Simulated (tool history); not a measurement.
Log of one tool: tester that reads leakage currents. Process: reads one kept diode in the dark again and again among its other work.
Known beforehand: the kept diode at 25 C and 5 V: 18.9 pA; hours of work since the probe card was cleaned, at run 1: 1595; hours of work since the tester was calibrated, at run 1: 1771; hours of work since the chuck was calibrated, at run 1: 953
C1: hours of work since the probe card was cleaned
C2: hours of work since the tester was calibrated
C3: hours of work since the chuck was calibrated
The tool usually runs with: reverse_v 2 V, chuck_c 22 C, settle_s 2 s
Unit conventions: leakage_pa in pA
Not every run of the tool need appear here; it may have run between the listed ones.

Run 1, hour 0: usual settings; C1 1595; C2 1771; C3 953. Result: leakage_pa 14.16 pA.
Run 2, hour 236: usual settings; C1 1771; C2 1947; C3 1129. Result: leakage_pa 14.54 pA.
Run 3, hour 362.2: usual settings but settle_s 6.47 s; C1 1865; C2 2041; C3 1223. Result: leakage_pa 14.57 pA.
Run 4, hour 482.7: usual settings; C1 1955; C2 2131; C3 1313. Result: leakage_pa 15.01 pA.
At hour 570.5: chuck's temperature calibrated.
Run 5, hour 707.4: usual settings; C1 2121; C2 2297; C3 102. Result: leakage_pa 13.62 pA.
Run 6, hour 868.5: usual settings; C1 2241; C2 2417; C3 222. Result: leakage_pa 14.08 pA.
At hour 886.9: probe card cleaned and baked.
Run 7, hour 1128: usual settings; C1 180; C2 2608; C3 413. Result: leakage_pa 11.9 pA.
Run 8, hour 1354: usual settings but settle_s 0.57 s; C1 348; C2 2777; C3 582. Result: leakage_pa 13.1 pA.
Run 9, hour 1599.5: usual settings but reverse_v 2.78 V, settle_s 0.57 s; C1 531; C2 2960; C3 765. Result: leakage_pa 15.72 pA.
Run 10, hour 1766.6: usual settings but reverse_v 2.78 V, settle_s 0.57 s; C1 656; C2 3084; C3 889. Result: leakage_pa 16.06 pA.
Run 11, hour 1935: usual settings but reverse_v 2.78 V, settle_s 0.57 s; C1 781; C2 3210; C3 1015. Result: leakage_pa 16.57 pA.
Run 12, hour 2148: usual settings but reverse_v 2.78 V, settle_s 0.57 s; C1 940; C2 3369; C3 1174. Result: leakage_pa 16.92 pA.
At hour 2414.4: chuck's temperature calibrated.
Run 13, hour 2419.3: usual settings but reverse_v 1.34 V, chuck_c 55 C, settle_s 5.54 s; C1 1141; C2 3569; C3 4. Result: leakage_pa 115.73 pA.
Run 14, hour 2618.2: usual settings but reverse_v 1.21 V, settle_s 2.09 s; C1 1289; C2 3718; C3 152. Result: leakage_pa 10.39 pA.
Run 15, hour 2811.2: usual settings but reverse_v 14.45 V, settle_s 2.82 s; C1 1433; C2 3862; C3 296. Result: leakage_pa 35.27 pA.
Run 16, hour 3045.8: usual settings but reverse_v 14.45 V, settle_s 1.44 s; C1 1608; C2 4036; C3 471. Result: leakage_pa 38.83 pA.
Run 17, hour 3193.6: usual settings but reverse_v 12.66 V, settle_s 5.96 s; C1 1718; C2 4146; C3 581. Result: leakage_pa 34.53 pA.
Run 18, hour 3341: usual settings but reverse_v 9.5 V, settle_s 1.03 s; C1 1828; C2 4256; C3 691. Result: leakage_pa 32.74 pA.
Run 19, hour 3593.4: usual settings but reverse_v 9.5 V, settle_s 1.03 s; C1 2016; C2 4444; C3 879. Result: leakage_pa 34.35 pA.
Run 20, hour 3730.6: usual settings but chuck_c 31 C, settle_s 0.66 s; C1 2118; C2 4547; C3 981. Result: leakage_pa 28.62 pA.

5 options for the next run, each taken on its own from the tool as it stands now. Forecast them:
At hour 3750.9: tester calibrated.
At hour 3925.8: probe card cleaned and baked.
Run A, hour 3971.6: usual settings but reverse_v 5.02 V, chuck_c 26 C, settle_s 0.68 s; C1 34; C2 162; C3 1157. Result: leakage_pa ?.
At hour 3750.9: tester calibrated.
At hour 3925.8: probe card cleaned and baked.
Run B, hour 3971.6: usual settings but chuck_c 21 C; C1 34; C2 162; C3 1157. Result: leakage_pa ?.
At hour 3750.9: tester calibrated.
At hour 3925.8: probe card cleaned and baked.
Run C, hour 3971.6: usual settings but reverse_v 1.29 V, chuck_c 33 C, settle_s 0.66 s; C1 34; C2 162; C3 1157. Result: leakage_pa ?.
At hour 3750.9: tester calibrated.
At hour 3925.8: probe card cleaned and baked.
Run D, hour 3971.6: usual settings but chuck_c 59 C, settle_s 0.66 s; C1 34; C2 162; C3 1157. Result: leakage_pa ?.
At hour 3750.9: tester calibrated.
At hour 3925.8: probe card cleaned and baked.
Run E, hour 3971.6: usual settings but reverse_v 5.06 V, chuck_c 23 C, settle_s 0.3 s; C1 34; C2 162; C3 1157. Result: leakage_pa ?.

run  leakage_pa
  A       26.38
  B       11.84
  C       26.45
  D      191.86
  E       24.33
The same runs, with their run-to-run variation unchanged, on a tool lacking any hidden condition would have given:
run  leakage_pa
  A       23.08
  B        10.2
  C       23.09
  D       170.7
  E       21.67
